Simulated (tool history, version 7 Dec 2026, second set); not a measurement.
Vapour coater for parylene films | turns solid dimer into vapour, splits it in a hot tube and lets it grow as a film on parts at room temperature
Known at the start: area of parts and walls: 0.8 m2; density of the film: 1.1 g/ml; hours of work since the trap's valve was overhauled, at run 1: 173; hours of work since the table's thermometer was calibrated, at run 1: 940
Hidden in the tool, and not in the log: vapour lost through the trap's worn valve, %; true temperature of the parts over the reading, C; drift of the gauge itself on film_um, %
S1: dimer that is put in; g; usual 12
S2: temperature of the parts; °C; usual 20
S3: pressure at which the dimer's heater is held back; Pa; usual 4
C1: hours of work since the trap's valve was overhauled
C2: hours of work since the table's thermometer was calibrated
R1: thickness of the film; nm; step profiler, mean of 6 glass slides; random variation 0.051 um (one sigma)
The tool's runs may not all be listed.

{"run": 1, "hour": 0.0, "S1": 12, "S2": 20, "S3": 4, "C1": 173, "C2": 940, "R1": 10470}
{"run": 2, "hour": 47.5, "S1": 12, "S2": 26, "S3": 4, "C1": 196, "C2": 964, "R1": 8290}
{"run": 3, "hour": 89.1, "S1": 12, "S2": 16, "S3": 4, "C1": 217, "C2": 984, "R1": 12260}
{"run": 4, "hour": 127.4, "S1": 12, "S2": 14, "S3": 4, "C1": 236, "C2": 1003, "R1": 13000}
{"run": 5, "hour": 162.9, "S1": 12, "S2": 23, "S3": 4, "C1": 253, "C2": 1020, "R1": 9240}
{"run": 6, "hour": 211.1, "S1": 12, "S2": 23, "S3": 4, "C1": 277, "C2": 1044, "R1": 9230}
{"run": 7, "hour": 239.5, "S1": 12, "S2": 23, "S3": 4, "C1": 291, "C2": 1058, "R1": 9220}
{"run": 8, "hour": 267.7, "S1": 12, "S2": 23, "S3": 4, "C1": 304, "C2": 1072, "R1": 9220}
{"run": 9, "hour": 313.0, "S1": 12, "S2": 20, "S3": 4, "C1": 327, "C2": 1094, "R1": 10330}
{"run": 10, "hour": 339.9, "S1": 12, "S2": 20, "S3": 4, "C1": 340, "C2": 1107, "R1": 10440}
{"run": 11, "hour": 380.5, "S1": 12, "S2": 20, "S3": 4, "C1": 360, "C2": 1127, "R1": 10250}
{"run": 12, "hour": 426.2, "S1": 12, "S2": 20, "S3": 4, "C1": 382, "C2": 1150, "R1": 10250}
{"run": 13, "hour": 472.2, "S1": 5, "S2": 20, "S3": 4, "C1": 405, "C2": 1172, "R1": 4300}
{"run": 14, "hour": 516.9, "S1": 5, "S2": 20, "S3": 4, "C1": 427, "C2": 1194, "R1": 4280}
{"run": 15, "hour": 555.4, "S1": 5, "S2": 20, "S3": 4, "C1": 446, "C2": 1213, "R1": 4280}
{"run": 16, "hour": 584.9, "S1": 5, "S2": 20, "S3": 4, "C1": 460, "C2": 1227, "R1": 4300}
{"run": 17, "hour": 623.0, "S1": 5, "S2": 20, "S3": 4, "C1": 479, "C2": 1246, "R1": 4270}
{"run": 18, "hour": 672.9, "S1": 5, "S2": 20, "S3": 4, "C1": 503, "C2": 1271, "R1": 4280}
{"run": 19, "hour": 701.5, "S1": 5, "S2": 20, "S3": 4, "C1": 517, "C2": 1285, "R1": 4270}
{"run": 20, "hour": 722.2, "S1": 8, "S2": 20, "S3": 4, "C1": 527, "C2": 1295, "R1": 6770}
{"run": 21, "hour": 748.0, "S1": 8, "S2": 20, "S3": 4, "C1": 540, "C2": 1307, "R1": 6780}
{"run": 22, "hour": 793.1, "S1": 8, "S2": 20, "S3": 4, "C1": 562, "C2": 1330, "R1": 6770}
{"run": 23, "hour": 835.7, "S1": 12, "S2": 20, "S3": 11.79, "C1": 583, "C2": 1350, "R1": 9640}
{"run": 24, "hour": 884.9, "S1": 12, "S2": 20, "S3": 11.79, "C1": 607, "C2": 1375, "R1": 9580}
{"run": 25, "hour": 913.1, "S1": 17, "S2": 17, "S3": 4.45, "C1": 621, "C2": 1388, "R1": 15930}
{"hour": 937.0, "done": "trap's valve overhauled"}
{"run": 26, "hour": 958.7, "S1": 17, "S2": 17, "S3": 4.45, "C1": 11, "C2": 1409, "R1": 16630}
{"run": 27, "hour": 1005.8, "S1": 18, "S2": 25, "S3": 3.01, "C1": 34, "C2": 1432, "R1": 13150}
{"run": 28, "hour": 1054.5, "S1": 18, "S2": 25, "S3": 3.01, "C1": 58, "C2": 1456, "R1": 13210}
{"run": 29, "hour": 1097.1, "S1": 12, "S2": 30, "S3": 5.54, "C1": 79, "C2": 1477, "R1": 6950}
{"run": 30, "hour": 1143.9, "S1": 5, "S2": 21, "S3": 9.64, "C1": 101, "C2": 1500, "R1": 4020}
{"run": 31, "hour": 1191.1, "S1": 16, "S2": 29, "S3": 9.64, "C1": 125, "C2": 1523, "R1": 9300}
{"run": 32, "hour": 1232.4, "S1": 16, "S2": 16, "S3": 9.64, "C1": 145, "C2": 1543, "R1": 15250}
{"run": 33, "hour": 1271.3, "S1": 12, "S2": 20, "S3": 2.25, "C1": 164, "C2": 1562, "R1": 10670}
{"run": 34, "hour": 1321.4, "S1": 12, "S2": 14, "S3": 4.17, "C1": 189, "C2": 1587, "R1": 13060}
{"run": 35, "hour": 1353.7, "S1": 12, "S2": 14, "S3": 6.36, "C1": 204, "C2": 1603, "R1": 12770}
{"run": 36, "hour": 1389.3, "S1": 12, "S2": 14, "S3": 6.36, "C1": 222, "C2": 1620, "R1": 12780}
{"run": 37, "hour": 1431.8, "S1": 11, "S2": 20, "S3": 8.19, "C1": 243, "C2": 1641, "R1": 9090}
{"run": 38, "hour": 1471.7, "S1": 12, "S2": 24, "S3": 4, "C1": 262, "C2": 1660, "R1": 8820}
{"run": 39, "hour": 1509.4, "S1": 9, "S2": 15, "S3": 4, "C1": 281, "C2": 1679, "R1": 9420}
{"run": 40, "hour": 1531.9, "S1": 12, "S2": 18, "S3": 2.11, "C1": 292, "C2": 1690, "R1": 11420}
{"run": 41, "hour": 1552.3, "S1": 7, "S2": 15, "S3": 2.11, "C1": 302, "C2": 1700, "R1": 7580}
{"run": 42, "hour": 1593.2, "S1": 8, "S2": 29, "S3": 6.93, "C1": 322, "C2": 1720, "R1": 4660}
{"run": 43, "hour": 1642.8, "S1": 11, "S2": 22, "S3": 4, "C1": 346, "C2": 1744, "R1": 8590}
{"run": 44, "hour": 1677.3, "S1": 8, "S2": 13, "S3": 7.68, "C1": 363, "C2": 1761, "R1": 8680}
{"run": 45, "hour": 1711.9, "S1": 8, "S2": 20, "S3": 9.41, "C1": 380, "C2": 1778, "R1": 6420}
{"run": 46, "hour": 1743.0, "S1": 7, "S2": 18, "S3": 4.02, "C1": 395, "C2": 1793, "R1": 6400}

How the hidden state differs across the entries between the runs, from the last listed run before each to the first after it:
Between runs 25 and 26: trap's valve overhauled (hour 937)
  vapour lost through the trap's worn valve, %: 4.4 -> 0.7
  measured less the result without the state, R1: -1080 -> -470 nm
